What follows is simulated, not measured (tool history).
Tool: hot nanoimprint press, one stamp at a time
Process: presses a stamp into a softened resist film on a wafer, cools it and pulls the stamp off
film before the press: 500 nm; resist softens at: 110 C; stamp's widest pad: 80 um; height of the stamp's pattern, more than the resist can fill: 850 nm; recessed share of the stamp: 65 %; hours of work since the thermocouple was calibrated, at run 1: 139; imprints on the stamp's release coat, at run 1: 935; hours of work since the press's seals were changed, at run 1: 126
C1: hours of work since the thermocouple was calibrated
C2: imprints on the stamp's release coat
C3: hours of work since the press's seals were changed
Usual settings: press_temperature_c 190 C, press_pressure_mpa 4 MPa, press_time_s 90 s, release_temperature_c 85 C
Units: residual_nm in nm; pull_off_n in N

run 1 day=0 | press_temperature_c=190 press_pressure_mpa=4 press_time_s=90 release_temperature_c=85 | C1=139 C2=935 C3=126 | residual_nm=269.7 pull_off_n=209
run 2 day=0.617 | press_temperature_c=190 press_pressure_mpa=2.44 press_time_s=90 release_temperature_c=85 | C1=147 C2=972 C3=134 | residual_nm=325.7 pull_off_n=211
run 3 day=1.033 | press_temperature_c=190 press_pressure_mpa=4.02 press_time_s=90 release_temperature_c=85 | C1=153 C2=997 C3=140 | residual_nm=270.3 pull_off_n=213
run 4 day=1.704 | press_temperature_c=190 press_pressure_mpa=4.02 press_time_s=90 release_temperature_c=85 | C1=161 C2=1037 C3=148 | residual_nm=267.1 pull_off_n=208
run 5 day=2.546 | press_temperature_c=190 press_pressure_mpa=2.76 press_time_s=90 release_temperature_c=85 | C1=172 C2=1088 C3=159 | residual_nm=312.6 pull_off_n=207
run 6 day=3.258 | press_temperature_c=190 press_pressure_mpa=4 press_time_s=90 release_temperature_c=85 | C1=181 C2=1131 C3=168 | residual_nm=274.3 pull_off_n=216
run 7 day=4.012 | press_temperature_c=190 press_pressure_mpa=4 press_time_s=90 release_temperature_c=85 | C1=190 C2=1176 C3=177 | residual_nm=272.2 pull_off_n=216
run 8 day=4.867 | press_temperature_c=190 press_pressure_mpa=4 press_time_s=90 release_temperature_c=85 | C1=201 C2=1227 C3=188 | residual_nm=270.7 pull_off_n=219
run 9 day=5.708 | press_temperature_c=190 press_pressure_mpa=4 press_time_s=90 release_temperature_c=85 | C1=212 C2=1278 C3=199 | residual_nm=270.7 pull_off_n=220
run 10 day=6.188 | press_temperature_c=190 press_pressure_mpa=4 press_time_s=90 release_temperature_c=85 | C1=218 C2=1307 C3=205 | residual_nm=276.1 pull_off_n=230
-- day=6.954 stamp cleaned and given a new release coat
run 11 day=7.125 | press_temperature_c=190 press_pressure_mpa=4 press_time_s=90 release_temperature_c=85 | C1=227 C2=10 C3=214 | residual_nm=275.9 pull_off_n=170
run 12 day=7.483 | press_temperature_c=190 press_pressure_mpa=4 press_time_s=173 release_temperature_c=85 | C1=231 C2=31 C3=218 | residual_nm=214.5 pull_off_n=165
run 13 day=8.288 | press_temperature_c=190 press_pressure_mpa=4 press_time_s=173 release_temperature_c=85 | C1=242 C2=80 C3=229 | residual_nm=218.9 pull_off_n=177
run 14 day=8.712 | press_temperature_c=190 press_pressure_mpa=4 press_time_s=173 release_temperature_c=85 | C1=247 C2=105 C3=234 | residual_nm=217 pull_off_n=169
run 15 day=9.542 | press_temperature_c=190 press_pressure_mpa=4 press_time_s=90 release_temperature_c=85 | C1=258 C2=155 C3=245 | residual_nm=270.4 pull_off_n=181
run 16 day=10.35 | press_temperature_c=190 press_pressure_mpa=4 press_time_s=90 release_temperature_c=85 | C1=268 C2=204 C3=255 | residual_nm=277.7 pull_off_n=176
run 17 day=11.05 | press_temperature_c=185 press_pressure_mpa=3.35 press_time_s=86 release_temperature_c=85 | C1=277 C2=246 C3=264 | residual_nm=343.5 pull_off_n=184
run 18 day=11.867 | press_temperature_c=185 press_pressure_mpa=3.35 press_time_s=180 release_temperature_c=71 | C1=287 C2=295 C3=274 | residual_nm=278.3 pull_off_n=212
-- day=12.258 plate thermocouple calibrated
run 19 day=12.858 | press_temperature_c=200 press_pressure_mpa=6.34 press_time_s=88 release_temperature_c=71 | C1=8 C2=347 C3=285 | residual_nm=154.3 pull_off_n=213
run 20 day=13.258 | press_temperature_c=192 press_pressure_mpa=5.07 press_time_s=67 release_temperature_c=77 | C1=13 C2=371 C3=290 | residual_nm=248.9 pull_off_n=197
run 21 day=14.079 | press_temperature_c=197 press_pressure_mpa=5.07 press_time_s=67 release_temperature_c=85 | C1=23 C2=420 C3=301 | residual_nm=212.8 pull_off_n=184
run 22 day=14.825 | press_temperature_c=197 press_pressure_mpa=5.07 press_time_s=67 release_temperature_c=85 | C1=33 C2=465 C3=310 | residual_nm=214.5 pull_off_n=193
run 23 day=15.625 | press_temperature_c=181 press_pressure_mpa=5.07 press_time_s=67 release_temperature_c=73 | C1=43 C2=513 C3=320 | residual_nm=347.9 pull_off_n=216
run 24 day=16.171 | press_temperature_c=181 press_pressure_mpa=5.07 press_time_s=67 release_temperature_c=73 | C1=50 C2=546 C3=327 | residual_nm=350.7 pull_off_n=220
run 25 day=16.646 | press_temperature_c=181 press_pressure_mpa=4.81 press_time_s=67 release_temperature_c=77 | C1=56 C2=574 C3=333 | residual_nm=358.2 pull_off_n=207
run 26 day=17.412 | press_temperature_c=197 press_pressure_mpa=3.97 press_time_s=177 release_temperature_c=82 | C1=66 C2=620 C3=343 | residual_nm=163.8 pull_off_n=203
run 27 day=18.025 | press_temperature_c=186 press_pressure_mpa=5.97 press_time_s=177 release_temperature_c=82 | C1=73 C2=657 C3=351 | residual_nm=204.5 pull_off_n=201
run 28 day=18.604 | press_temperature_c=188 press_pressure_mpa=4 press_time_s=173 release_temperature_c=85 | C1=81 C2=692 C3=358 | residual_nm=226.7 pull_off_n=195
run 29 day=19 | press_temperature_c=190 press_pressure_mpa=4 press_time_s=97 release_temperature_c=85 | C1=86 C2=716 C3=363 | residual_nm=264.9 pull_off_n=201

Hidden state or all else? Some run-to-run changes of residual_nm, split into what the settings, what came in and random variation would give without the hidden state, and what is left for the hidden state (with any gauge scatter that isn't in both results):
The hidden state here: true temperature over the reading, C; pressure that arrives at the usual setting, %; grip of the stamp's worn release coat, % over a new coat's; drift of the gauge itself on residual_nm, %; drift of the gauge itself on pull_off_n, %.
Run 18 -> 19: press_temperature_c 185 -> 200, press_pressure_mpa 3.35 -> 6.34, press_time_s 180 -> 88, plate thermocouple calibrated. residual_nm -124 nm: hidden state -10.3, all else -113.7.
Run 22 -> 23: press_temperature_c 197 -> 181, release_temperature_c 85 -> 73. residual_nm +133.4 nm: hidden state +1, all else +132.4.
Run 25 -> 26: press_temperature_c 181 -> 197, press_pressure_mpa 4.81 -> 3.97, press_time_s 67 -> 177, release_temperature_c 77 -> 82. residual_nm -194.4 nm: hidden state -1.2, all else -193.2.
Run 26 -> 27: press_temperature_c 197 -> 186, press_pressure_mpa 3.97 -> 5.97. residual_nm +40.7 nm: hidden state +1.6, all else +39.1.
